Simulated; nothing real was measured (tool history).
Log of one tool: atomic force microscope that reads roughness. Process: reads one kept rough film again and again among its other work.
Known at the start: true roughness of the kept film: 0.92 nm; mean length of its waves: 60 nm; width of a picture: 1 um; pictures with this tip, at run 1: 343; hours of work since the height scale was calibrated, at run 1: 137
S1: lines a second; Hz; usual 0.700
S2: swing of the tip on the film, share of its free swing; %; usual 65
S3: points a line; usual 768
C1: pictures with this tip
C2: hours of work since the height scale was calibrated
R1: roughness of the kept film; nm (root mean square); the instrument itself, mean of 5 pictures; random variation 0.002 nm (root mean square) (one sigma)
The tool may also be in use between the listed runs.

run   hour     S1  S2   S3   C1   C2     R1
  1    0.0  0.700  65  768  343  137  0.888
  2   18.7  0.700  65  768  372  145  0.886
      34.2  -- new tip fitted
  3   35.8  0.700  65  587    3  154  0.898
  4   51.9  0.700  65  587   27  161  0.895
  5   65.2  2.356  65  768   47  168  0.863
  6   77.7  2.356  65  314   66  174  0.860
  7   94.7  0.700  65  768   92  182  0.894
  8  111.6  0.700  65  768  117  190  0.895
  9  131.1  0.700  65  768  147  199  0.896
 10  150.2  0.700  79  768  176  209  0.878
 11  167.1  0.700  71  768  201  217  0.879
     169.0  -- height scale calibrated on a step standard
 12  184.2  1.220  77  872  226    7  0.851
 13  202.0  1.220  69  740  253   16  0.868
 14  220.1  3.690  62  750  280   25  0.842
 15  240.4  3.690  62  750  311   34  0.840
 16  260.8  0.522  62  633  342   44  0.889
 17  276.0  0.522  62  633  365   51  0.886
     288.3  -- height scale calibrated on a step standard, once more
 18  293.3  0.621  69  649  389    2  0.888
     297.1  -- new tip fitted
 19  305.5  0.700  65  280   13    8  0.899

Hidden state at the last listed run before each entry between runs and at the first one after, where it differs:
Between runs 2 and 3: new tip fitted (hour 34.2)
  radius of the tip, nm: 18.5 -> 5.3; height scale over the true one, %: -0.32 -> -0.33
  measured less the result without the state, R1: -0.015 -> -0.003 nm (root mean square)
Between runs 11 and 12: height scale calibrated on a step standard (hour 169.0)
  radius of the tip, nm: 12.2 -> 13.1; height scale over the true one, %: -0.43 -> -0.63
  measured less the result without the state, R1: -0.010 -> -0.013 nm (root mean square)
Between runs 17 and 18: height scale calibrated on a step standard, once more (hour 288.3)
  radius of the tip, nm: 18 -> 18.8; height scale over the true one, %: -0.71 -> 0.18
  measured less the result without the state, R1: -0.018 -> -0.011 nm (root mean square)
Between runs 18 and 19: new tip fitted (hour 297.1)
  radius of the tip, nm: 18.8 -> 6.2; height scale over the true one, %: 0.18 -> 0.17
  measured less the result without the state, R1: -0.011 -> +0.001 nm (root mean square)
